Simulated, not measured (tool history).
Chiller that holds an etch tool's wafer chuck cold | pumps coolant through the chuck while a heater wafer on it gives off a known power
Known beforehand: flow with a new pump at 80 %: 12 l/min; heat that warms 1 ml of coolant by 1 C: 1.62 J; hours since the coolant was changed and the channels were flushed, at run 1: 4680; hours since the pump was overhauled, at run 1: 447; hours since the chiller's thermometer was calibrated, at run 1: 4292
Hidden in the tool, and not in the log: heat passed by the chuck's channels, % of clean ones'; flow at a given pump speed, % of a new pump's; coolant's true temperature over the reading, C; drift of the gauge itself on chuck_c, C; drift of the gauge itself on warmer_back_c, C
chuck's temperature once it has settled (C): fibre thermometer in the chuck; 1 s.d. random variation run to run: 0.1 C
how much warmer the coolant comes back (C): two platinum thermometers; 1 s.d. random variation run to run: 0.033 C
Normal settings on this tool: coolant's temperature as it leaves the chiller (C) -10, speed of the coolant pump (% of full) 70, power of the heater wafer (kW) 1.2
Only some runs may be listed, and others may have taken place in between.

run	hour	coolant's temperature as it leaves the chiller (C)	speed of the coolant pump (% of full)	power of the heater wafer (kW)	hours since the coolant was changed and the channels were flushed	hours since the pump was overhauled	hours since the chiller's thermometer was calibrated	chuck's temperature once it has settled (C)	how much warmer the coolant comes back (C)
1	0	-10	70	1.2	4680	447	4292	1.9	4.33
# hour 129.1: coolant changed, channels flushed
2	203.4	-10	70	1.2	74	644	4490	-0.9	4.34
3	347.2	-10	70	1.73	218	788	4633	4	6.24
4	507.4	-10	70	1.73	378	948	4793	4	6.37
# hour 603.7: chiller's thermometer calibrated
5	618.2	-10	70	1.643	488	1058	14	3	6
6	732.4	-10	70	1.643	602	1172	129	2.9	6.06
7	870.7	-10	70	1.643	741	1311	267	3.1	6.07
8	1034.7	-10	70	1.286	905	1474	431	-0.1	4.81
9	1223.5	-10	62	1.2	1093	1663	620	0.2	5.07
10	1409.4	-10	62	1.2	1279	1849	806	0.2	5.18
11	1553.7	-10	70	1.2	1424	1994	950	-0.5	4.55
# hour 1664.1: chiller's thermometer calibrated, once more
12	1734.7	-10	70	1.2	1604	2173	71	1.5	4.61
13	1890.4	-10	70	1.2	1759	2329	226	1.8	4.61

The next listed run, before its measurement:
14	2057.8	-16	90	1.228	1927	2497	394	?	?

chuck's temperature once it has settled (C): -6
how much warmer the coolant comes back (C): 3.66
Take away the tool's hidden state, keep the run-to-run variation as it was, and the same run would have given chuck's temperature once it has settled (C) -7.3, how much warmer the coolant comes back (C) 3.35.

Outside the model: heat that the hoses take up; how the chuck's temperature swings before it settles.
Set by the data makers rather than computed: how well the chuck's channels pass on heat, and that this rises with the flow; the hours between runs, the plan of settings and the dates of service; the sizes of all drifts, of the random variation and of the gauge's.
